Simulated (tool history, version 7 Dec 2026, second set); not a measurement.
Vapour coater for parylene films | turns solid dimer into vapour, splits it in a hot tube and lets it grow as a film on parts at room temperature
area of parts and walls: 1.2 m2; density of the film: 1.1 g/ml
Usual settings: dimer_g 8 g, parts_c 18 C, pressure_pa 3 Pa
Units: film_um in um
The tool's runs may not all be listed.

run 1 hour=0 | dimer_g=8 parts_c=18 pressure_pa=3 | film_um=3.91
-- hour=20.3 trap's valve overhauled
run 2 hour=49.4 | dimer_g=8 parts_c=18 pressure_pa=3 | film_um=3.4
run 3 hour=80.9 | dimer_g=8 parts_c=18 pressure_pa=3 | film_um=3.46
run 4 hour=104 | dimer_g=8 parts_c=18 pressure_pa=3.61 | film_um=3.36
run 5 hour=141.5 | dimer_g=8 parts_c=18 pressure_pa=3.61 | film_um=3.38
run 6 hour=185.5 | dimer_g=8 parts_c=18 pressure_pa=3.61 | film_um=3.33
run 7 hour=213.1 | dimer_g=8 parts_c=18 pressure_pa=3.61 | film_um=3.28
run 8 hour=245.2 | dimer_g=8 parts_c=18 pressure_pa=3.61 | film_um=3.21
run 9 hour=282.7 | dimer_g=8 parts_c=18 pressure_pa=3.61 | film_um=3.26
-- hour=290.5 trap's valve overhauled, once more
run 10 hour=308.9 | dimer_g=8 parts_c=18 pressure_pa=3.61 | film_um=4.32
run 11 hour=340.1 | dimer_g=8 parts_c=18 pressure_pa=3.61 | film_um=4.29
run 12 hour=386.1 | dimer_g=8 parts_c=18 pressure_pa=3 | film_um=4.43
run 13 hour=426.1 | dimer_g=8 parts_c=18 pressure_pa=3 | film_um=4.38
run 14 hour=464.5 | dimer_g=8 parts_c=18 pressure_pa=3 | film_um=4.3
run 15 hour=508.2 | dimer_g=8 parts_c=18 pressure_pa=4.17 | film_um=4.13
run 16 hour=533.7 | dimer_g=8 parts_c=14 pressure_pa=4.17 | film_um=4.82
run 17 hour=556.6 | dimer_g=8 parts_c=18 pressure_pa=3 | film_um=4.24
run 18 hour=587.3 | dimer_g=8 parts_c=18 pressure_pa=3 | film_um=4.24
run 19 hour=630.6 | dimer_g=8 parts_c=18 pressure_pa=3 | film_um=4.21
run 20 hour=672.4 | dimer_g=3 parts_c=18 pressure_pa=3 | film_um=1.54
run 21 hour=705.9 | dimer_g=3 parts_c=18 pressure_pa=3 | film_um=1.54
run 22 hour=746 | dimer_g=8 parts_c=18 pressure_pa=3 | film_um=4.12
run 23 hour=772.1 | dimer_g=8 parts_c=18 pressure_pa=3 | film_um=4.07
run 24 hour=793.1 | dimer_g=7 parts_c=28 pressure_pa=4.37 | film_um=2.38
run 25 hour=825.7 | dimer_g=7 parts_c=28 pressure_pa=4.37 | film_um=2.38
run 26 hour=856.5 | dimer_g=8 parts_c=13 pressure_pa=3 | film_um=4.83
run 27 hour=903.8 | dimer_g=8 parts_c=18 pressure_pa=2.98 | film_um=4.05
run 28 hour=930.7 | dimer_g=8 parts_c=18 pressure_pa=3.37 | film_um=3.92
run 29 hour=981.5 | dimer_g=12 parts_c=11 pressure_pa=4.85 | film_um=7.17
-- hour=1021.4 trap's valve overhauled
run 30 hour=1028.3 | dimer_g=12 parts_c=11 pressure_pa=4.85 | film_um=8.37
run 31 hour=1066 | dimer_g=12 parts_c=11 pressure_pa=4.85 | film_um=8.27

Run 32 comes next. What will it give?
run 32 hour=1099 | dimer_g=12 parts_c=11 pressure_pa=4.85 | film_um=?

film_um: 8.22 um
Without the tool's hidden state the same run would have given film_um 8.21 um.

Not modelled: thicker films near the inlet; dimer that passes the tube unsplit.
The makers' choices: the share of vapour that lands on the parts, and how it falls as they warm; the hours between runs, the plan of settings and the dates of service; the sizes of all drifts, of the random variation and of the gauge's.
